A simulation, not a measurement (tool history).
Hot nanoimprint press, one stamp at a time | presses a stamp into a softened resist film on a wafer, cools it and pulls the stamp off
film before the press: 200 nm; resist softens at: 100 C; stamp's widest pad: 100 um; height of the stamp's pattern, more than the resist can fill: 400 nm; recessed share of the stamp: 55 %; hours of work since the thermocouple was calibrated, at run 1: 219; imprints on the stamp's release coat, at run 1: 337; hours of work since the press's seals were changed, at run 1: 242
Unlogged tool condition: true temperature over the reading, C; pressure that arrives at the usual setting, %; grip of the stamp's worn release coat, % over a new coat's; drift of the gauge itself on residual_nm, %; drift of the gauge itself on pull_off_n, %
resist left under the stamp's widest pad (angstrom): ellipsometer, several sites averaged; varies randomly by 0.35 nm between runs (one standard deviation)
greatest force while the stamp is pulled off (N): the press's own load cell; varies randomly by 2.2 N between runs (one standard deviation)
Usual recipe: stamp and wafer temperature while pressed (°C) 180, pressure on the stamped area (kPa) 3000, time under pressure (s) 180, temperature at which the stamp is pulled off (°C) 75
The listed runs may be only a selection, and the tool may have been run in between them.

run	hour	stamp and wafer temperature while pressed (°C)	pressure on the stamped area (kPa)	time under pressure (s)	temperature at which the stamp is pulled off (°C)	hours of work since the thermocouple was calibrated	imprints on the stamp's release coat	hours of work since the press's seals were changed	resist left under the stamp's widest pad (angstrom)	greatest force while the stamp is pulled off (N)
1	0.0	180	3000	180	75	219	337	242	970	236
2	56.7	180	3000	180	75	249	428	271	969	242
# hour 127.2: plate thermocouple calibrated
3	132.7	180	3000	180	75	3	545	309	963	243
4	203.4	180	3000	180	75	40	658	346	969	259
# hour 217.8: stamp cleaned and given a new release coat
5	305.4	180	3000	180	75	90	141	396	968	224
6	393.3	178	3000	180	75	136	282	442	1036	230
7	463.1	185	3000	180	75	172	393	479	861	239
8	516.9	180	3000	180	75	201	479	507	986	248
9	589.4	180	3000	111	75	239	596	545	1163	255
# hour 645.9: stamp cleaned and given a new release coat
10	651.3	180	3000	111	75	268	9	574	1171	217
# hour 684.6: plate thermocouple calibrated
11	721.7	180	3000	180	75	19	117	609	977	224
12	792.4	180	3000	180	75	56	230	646	977	228
13	887.1	180	3000	180	75	106	382	696	981	237
14	964.9	180	3000	180	75	147	506	737	988	250
15	1058.2	173	3000	102	67	195	656	785	1399	307
# hour 1081.9: stamp cleaned and given a new release coat
16	1125.2	180	3000	102	81	227	69	817	1202	190
17	1200.3	180	3000	102	81	267	190	857	1212	196
# hour 1235.1: plate thermocouple calibrated
18	1303.7	180	3000	102	81	36	351	909	1181	201
19	1388.5	189	3000	102	74	80	486	953	944	249
20	1453.9	187	3000	180	75	114	591	988	819	246
# hour 1511.6: stamp cleaned and given a new release coat
21	1548.7	187	3000	180	75	161	59	1034	824	219
22	1589.6	179	3000	133	75	182	125	1055	1130	220
23	1660.2	180	3050	180	75	219	238	1092	1001	233
24	1705.3	178	3730	180	75	243	310	1116	981	231
# hour 1783.3: plate thermocouple calibrated
25	1792.6	183	3000	180	82	5	445	1160	910	200
26	1879.9	183	3000	180	82	50	585	1206	909	204
# hour 1947.8: stamp cleaned and given a new release coat
27	1951.3	182	3240	117	81	85	6	1240	1062	183
28	1993.4	182	4700	117	81	107	73	1262	932	190

How the hidden state differs across the entries between the runs, from the last listed run before each to the first after it:
From run 2 to run 3: plate thermocouple calibrated (hour 127.2)
  true temperature over the reading, C: -0.64 -> -0.09; pressure that arrives at the usual setting, %: 97.49 -> 97.14; grip of the stamp's worn release coat, % over a new coat's: 11.2 -> 14.4
  measured minus no-state result, resist left under the stamp's widest pad (angstrom): +28 -> +16; greatest force while the stamp is pulled off (N): +28 -> +31
From run 4 to run 5: stamp cleaned and given a new release coat (hour 217.8)
  true temperature over the reading, C: -0.2 -> -0.37; pressure that arrives at the usual setting, %: 96.8 -> 96.34; grip of the stamp's worn release coat, % over a new coat's: 17.5 -> 3.6
  measured minus no-state result, resist left under the stamp's widest pad (angstrom): +20 -> +26; greatest force while the stamp is pulled off (N): +39 -> +10
From run 9 to run 10: stamp cleaned and given a new release coat (hour 645.9)
  true temperature over the reading, C: -0.86 -> -0.96; pressure that arrives at the usual setting, %: 94.98 -> 94.73; grip of the stamp's worn release coat, % over a new coat's: 15.8 -> 0.2
  measured minus no-state result, resist left under the stamp's widest pad (angstrom): +49 -> +53; greatest force while the stamp is pulled off (N): +39 -> +6
From run 10 to run 11: plate thermocouple calibrated (hour 684.6)
  true temperature over the reading, C: -0.96 -> -0.18; pressure that arrives at the usual setting, %: 94.73 -> 94.42; grip of the stamp's worn release coat, % over a new coat's: 0.2 -> 3
  measured minus no-state result, resist left under the stamp's widest pad (angstrom): +53 -> +30; greatest force while the stamp is pulled off (N): +6 -> +8
From run 15 to run 16: stamp cleaned and given a new release coat (hour 1081.9)
  true temperature over the reading, C: -0.79 -> -0.88; pressure that arrives at the usual setting, %: 92.83 -> 92.59; grip of the stamp's worn release coat, % over a new coat's: 17.5 -> 1.8
  measured minus no-state result, resist left under the stamp's widest pad (angstrom): +56 -> +61; greatest force while the stamp is pulled off (N): +50 -> +8
From run 17 to run 18: plate thermocouple calibrated (hour 1235.1)
  true temperature over the reading, C: -1.02 -> 0.12; pressure that arrives at the usual setting, %: 92.24 -> 91.75; grip of the stamp's worn release coat, % over a new coat's: 4.9 -> 9.2
  measured minus no-state result, resist left under the stamp's widest pad (angstrom): +67 -> +37; greatest force while the stamp is pulled off (N): +14 -> +17
From run 20 to run 21: stamp cleaned and given a new release coat (hour 1511.6)
  true temperature over the reading, C: -0.14 -> -0.29; pressure that arrives at the usual setting, %: 91.06 -> 90.62; grip of the stamp's worn release coat, % over a new coat's: 15.7 -> 1.5
  measured minus no-state result, resist left under the stamp's widest pad (angstrom): +40 -> +46; greatest force while the stamp is pulled off (N): +34 -> +5
From run 24 to run 25: plate thermocouple calibrated (hour 1783.3)
  true temperature over the reading, C: -0.54 -> 0.22; pressure that arrives at the usual setting, %: 89.92 -> 89.52; grip of the stamp's worn release coat, % over a new coat's: 8.1 -> 11.7
  measured minus no-state result, resist left under the stamp's widest pad (angstrom): +73 -> +41; greatest force while the stamp is pulled off (N): +20 -> +20
From run 26 to run 27: stamp cleaned and given a new release coat (hour 1947.8)
  true temperature over the reading, C: 0.05 -> -0.07; pressure that arrives at the usual setting, %: 89.12 -> 88.83; grip of the stamp's worn release coat, % over a new coat's: 15.5 -> 0.2
  measured minus no-state result, resist left under the stamp's widest pad (angstrom): +47 -> +60; greatest force while the stamp is pulled off (N): +27 -> +0
